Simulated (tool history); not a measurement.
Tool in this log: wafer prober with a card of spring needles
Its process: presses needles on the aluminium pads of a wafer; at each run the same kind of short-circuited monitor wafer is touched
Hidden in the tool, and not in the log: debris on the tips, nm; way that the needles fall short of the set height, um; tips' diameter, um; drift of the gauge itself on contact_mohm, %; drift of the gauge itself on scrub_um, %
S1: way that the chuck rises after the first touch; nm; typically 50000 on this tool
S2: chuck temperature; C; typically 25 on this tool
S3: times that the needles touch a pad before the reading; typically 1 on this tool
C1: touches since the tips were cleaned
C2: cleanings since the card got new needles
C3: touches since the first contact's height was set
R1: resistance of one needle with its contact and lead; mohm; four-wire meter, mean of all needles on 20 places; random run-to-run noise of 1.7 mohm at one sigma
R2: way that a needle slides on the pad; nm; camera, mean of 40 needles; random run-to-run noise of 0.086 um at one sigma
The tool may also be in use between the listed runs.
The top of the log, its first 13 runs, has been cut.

{"run": 14, "hour": 238.9, "S1": 64000, "S2": 25, "S3": 1, "C1": 4791, "C2": 27, "C3": 9968, "R1": 207, "R2": 15110}
{"hour": 257.0, "done": "tips cleaned on abrasive film"}
{"run": 15, "hour": 263.9, "S1": 64000, "S2": 25, "S3": 1, "C1": 1598, "C2": 28, "C3": 15720, "R1": 186, "R2": 14770}
{"run": 16, "hour": 288.5, "S1": 64000, "S2": 25, "S3": 1, "C1": 7257, "C2": 28, "C3": 21379, "R1": 220, "R2": 14740}
{"hour": 295.2, "done": "tips cleaned on abrasive film"}
{"run": 17, "hour": 304.3, "S1": 64000, "S2": 25, "S3": 1, "C1": 2086, "C2": 29, "C3": 24986, "R1": 193, "R2": 15050}
{"run": 18, "hour": 318.8, "S1": 50000, "S2": 25, "S3": 1, "C1": 5429, "C2": 29, "C3": 28329, "R1": 245, "R2": 11740}
{"hour": 334.6, "done": "tips cleaned on abrasive film"}
{"run": 19, "hour": 342.7, "S1": 50000, "S2": 25, "S3": 1, "C1": 1846, "C2": 30, "C3": 33812, "R1": 212, "R2": 11700}
{"run": 20, "hour": 365.6, "S1": 46000, "S2": 77, "S3": 1, "C1": 7123, "C2": 30, "C3": 39089, "R1": 274, "R2": 10610}
{"hour": 373.1, "done": "tips cleaned on abrasive film"}
{"run": 21, "hour": 379.5, "S1": 46000, "S2": 77, "S3": 1, "C1": 1478, "C2": 31, "C3": 42276, "R1": 223, "R2": 10710}
{"run": 22, "hour": 391.1, "S1": 40000, "S2": 25, "S3": 1, "C1": 4163, "C2": 31, "C3": 44961, "R1": 277, "R2": 9240}
{"run": 23, "hour": 403.4, "S1": 37000, "S2": 25, "S3": 1, "C1": 6997, "C2": 31, "C3": 47795, "R1": 330, "R2": 8770}
{"hour": 411.6, "done": "tips cleaned on abrasive film"}
{"run": 24, "hour": 414.8, "S1": 50000, "S2": 25, "S3": 2, "C1": 734, "C2": 32, "C3": 50384, "R1": 184, "R2": 11430}
{"run": 25, "hour": 435.0, "S1": 37000, "S2": 47, "S3": 1, "C1": 5397, "C2": 32, "C3": 55047, "R1": 309, "R2": 8560}
{"hour": 450.7, "done": "tips cleaned on abrasive film"}
{"run": 26, "hour": 458.1, "S1": 34000, "S2": 120, "S3": 1, "C1": 1709, "C2": 33, "C3": 60347, "R1": 280, "R2": 7820}
{"run": 27, "hour": 482.8, "S1": 34000, "S2": 120, "S3": 1, "C1": 7400, "C2": 33, "C3": 66038, "R1": 353, "R2": 7890}
{"hour": 488.5, "done": "tips cleaned on abrasive film"}
{"run": 28, "hour": 506.9, "S1": 43000, "S2": 48, "S3": 1, "C1": 4261, "C2": 34, "C3": 71576, "R1": 270, "R2": 9900}
{"hour": 526.3, "done": "tips cleaned on abrasive film"}
{"run": 29, "hour": 529.5, "S1": 43000, "S2": 48, "S3": 1, "C1": 742, "C2": 35, "C3": 76755, "R1": 209, "R2": 9950}

Expected results for the next run?
{"run": 30, "hour": 548.9, "S1": 43000, "S2": 48, "S3": 1, "C1": 5211, "C2": 35, "C3": 81224, "R1": "?", "R2": "?"}

{"run 30": {"R1": 271, "R2": 9880}}
Minus the tool's unlogged condition, the same run would have read R1 176 mohm, R2 10050 nm.
